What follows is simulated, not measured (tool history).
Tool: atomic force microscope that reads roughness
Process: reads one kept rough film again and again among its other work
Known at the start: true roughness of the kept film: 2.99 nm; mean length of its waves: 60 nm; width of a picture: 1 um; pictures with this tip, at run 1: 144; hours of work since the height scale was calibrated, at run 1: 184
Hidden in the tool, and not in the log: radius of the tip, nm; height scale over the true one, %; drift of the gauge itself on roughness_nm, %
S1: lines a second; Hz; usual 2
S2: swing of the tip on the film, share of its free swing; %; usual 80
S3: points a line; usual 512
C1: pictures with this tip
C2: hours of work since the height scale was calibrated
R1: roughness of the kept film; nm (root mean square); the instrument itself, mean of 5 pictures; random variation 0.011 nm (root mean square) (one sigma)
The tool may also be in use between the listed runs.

run	hour	S1	S2	S3	C1	C2	R1
1	0	2	80	512	144	184	2.586
2	39.4	2	80	512	176	202	2.601
3	85.4	2	80	512	212	223	2.57
4	132.9	2.22	80	512	249	244	2.555
5	178.1	3.3	80	512	285	264	2.434
6	213.5	2	80	512	313	280	2.54
7	255	2	80	512	346	299	2.516
8	297.2	2	80	280	379	318	2.511
# hour 306.6: new tip fitted
9	327	2	80	512	17	331	2.638
10	362.3	2	80	512	44	347	2.628
11	390.4	2	80	512	67	360	2.642
12	414.3	2	80	512	86	370	2.618
13	451.4	2	80	512	115	387	2.616
14	484.8	2	80	512	141	402	2.582
15	504.8	2	80	512	157	411	2.6
16	544.1	2	80	512	188	429	2.589
17	577.2	2	72	512	214	444	2.624
18	607.1	2	72	512	238	457	2.624
19	646.3	2	72	512	269	475	2.605
20	688.2	2	72	512	302	493	2.594
21	716.8	2	85	512	325	506	2.485
22	754.8	1.44	84	327	355	523	2.533
# hour 797.5: new tip fitted
23	802.5	1.44	77	327	4	545	2.735
24	838.9	1.44	77	327	33	561	2.737
25	860.1	1.44	77	327	50	570	2.701
26	892.2	2.38	80	525	75	585	2.577
# hour 897.5: height scale calibrated on a step standard
27	921.3	2	61	946	97	11	2.757
28	946.1	2	61	946	117	22	2.734
29	990.8	0.53	55	304	152	42	2.77
30	1037.8	0.53	55	304	189	63	2.782
# hour 1078.4: height scale calibrated on a step standard, once more
31	1084.3	0.84	55	304	225	3	2.774
32	1128	2	66	680	260	22	2.677
33	1159.1	0.82	76	460	284	36	2.685
34	1187.6	0.82	76	460	307	49	2.683
35	1225.7	1.7	83	524	337	66	2.554
36	1258.9	1.7	83	524	363	81	2.552
# hour 1290.7: new tip fitted
37	1303.5	1.7	83	524	10	101	2.647
38	1342.2	1.7	83	524	41	118	2.652
39	1374.5	3.79	60	512	66	133	2.745

Some steps in R1 between neighbouring runs. How much of each would the tool show without its hidden state too (settings, what came in, random variation), and how much is left for the hidden state, with any gauge scatter that isn't in both results?
Run 8 -> 9: S3 280 -> 512, new tip fitted. R1 +0.127 nm (root mean square): hidden state +0.145, all else -0.018.
Run 22 -> 23: S2 84 -> 77, new tip fitted. R1 +0.202 nm (root mean square): hidden state +0.152, all else +0.05.
Run 26 -> 27: S1 2.38 -> 2, S2 80 -> 61, S3 525 -> 946, height scale calibrated on a step standard. R1 +0.18 nm (root mean square): hidden state -0.02, all else +0.2.
Run 34 -> 35: S1 0.82 -> 1.7, S2 76 -> 83, S3 460 -> 524. R1 -0.129 nm (root mean square): hidden state -0.006, all else -0.123.
Run 36 -> 37: new tip fitted. R1 +0.095 nm (root mean square): hidden state +0.144, all else -0.049.
